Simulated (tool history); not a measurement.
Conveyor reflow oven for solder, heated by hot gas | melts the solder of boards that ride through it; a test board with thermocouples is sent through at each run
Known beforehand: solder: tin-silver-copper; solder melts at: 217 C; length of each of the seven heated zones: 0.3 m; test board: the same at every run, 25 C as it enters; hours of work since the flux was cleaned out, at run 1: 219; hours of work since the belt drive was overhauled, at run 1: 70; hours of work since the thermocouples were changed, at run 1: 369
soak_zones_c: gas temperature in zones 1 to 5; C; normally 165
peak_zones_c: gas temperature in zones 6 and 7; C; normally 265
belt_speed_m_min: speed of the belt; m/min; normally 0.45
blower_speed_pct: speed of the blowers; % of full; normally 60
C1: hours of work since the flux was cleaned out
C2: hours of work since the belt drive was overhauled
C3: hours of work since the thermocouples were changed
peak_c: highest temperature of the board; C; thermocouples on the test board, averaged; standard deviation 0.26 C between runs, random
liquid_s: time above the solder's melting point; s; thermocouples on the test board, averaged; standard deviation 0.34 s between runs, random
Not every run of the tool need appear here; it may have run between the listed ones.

{"run": 1, "hour": 0.0, "soak_zones_c": 165, "peak_zones_c": 265, "belt_speed_m_min": 0.45, "blower_speed_pct": 60, "C1": 219, "C2": 70, "C3": 369, "peak_c": 240, "liquid_s": 42.7}
{"run": 2, "hour": 18.9, "soak_zones_c": 165, "peak_zones_c": 265, "belt_speed_m_min": 0.45, "blower_speed_pct": 56, "C1": 227, "C2": 78, "C3": 377, "peak_c": 237.4, "liquid_s": 39.8}
{"run": 3, "hour": 35.6, "soak_zones_c": 165, "peak_zones_c": 259, "belt_speed_m_min": 0.45, "blower_speed_pct": 60, "C1": 235, "C2": 86, "C3": 385, "peak_c": 234.7, "liquid_s": 36}
{"run": 4, "hour": 47.6, "soak_zones_c": 165, "peak_zones_c": 265, "belt_speed_m_min": 0.45, "blower_speed_pct": 60, "C1": 240, "C2": 91, "C3": 390, "peak_c": 239, "liquid_s": 42.3}
{"run": 5, "hour": 62.2, "soak_zones_c": 165, "peak_zones_c": 265, "belt_speed_m_min": 0.45, "blower_speed_pct": 60, "C1": 246, "C2": 97, "C3": 396, "peak_c": 239.1, "liquid_s": 41.9}
{"run": 6, "hour": 78.6, "soak_zones_c": 165, "peak_zones_c": 265, "belt_speed_m_min": 0.45, "blower_speed_pct": 60, "C1": 253, "C2": 104, "C3": 404, "peak_c": 239.5, "liquid_s": 42.2}
{"run": 7, "hour": 90.2, "soak_zones_c": 165, "peak_zones_c": 265, "belt_speed_m_min": 0.45, "blower_speed_pct": 60, "C1": 258, "C2": 110, "C3": 409, "peak_c": 239.2, "liquid_s": 41.8}
{"run": 8, "hour": 101.2, "soak_zones_c": 165, "peak_zones_c": 265, "belt_speed_m_min": 0.45, "blower_speed_pct": 60, "C1": 263, "C2": 114, "C3": 414, "peak_c": 239.1, "liquid_s": 41.3}
{"run": 9, "hour": 122.5, "soak_zones_c": 165, "peak_zones_c": 265, "belt_speed_m_min": 0.45, "blower_speed_pct": 60, "C1": 273, "C2": 124, "C3": 423, "peak_c": 238.9, "liquid_s": 42.1}
{"run": 10, "hour": 138.0, "soak_zones_c": 165, "peak_zones_c": 265, "belt_speed_m_min": 0.45, "blower_speed_pct": 60, "C1": 280, "C2": 131, "C3": 430, "peak_c": 239, "liquid_s": 41.8}
{"run": 11, "hour": 147.2, "soak_zones_c": 165, "peak_zones_c": 253, "belt_speed_m_min": 0.45, "blower_speed_pct": 79, "C1": 284, "C2": 135, "C3": 434, "peak_c": 235.3, "liquid_s": 40.1}

What will run 12 give?
{"run": 12, "hour": 165.4, "soak_zones_c": 165, "peak_zones_c": 268, "belt_speed_m_min": 0.45, "blower_speed_pct": 79, "C1": 292, "C2": 143, "C3": 442, "peak_c": "?", "liquid_s": "?"}

peak_c: 248.2 C
liquid_s: 52.5 s
Had the tool carried no hidden state, the very same run would have given peak_c 250.6 C, liquid_s 54.8 s.
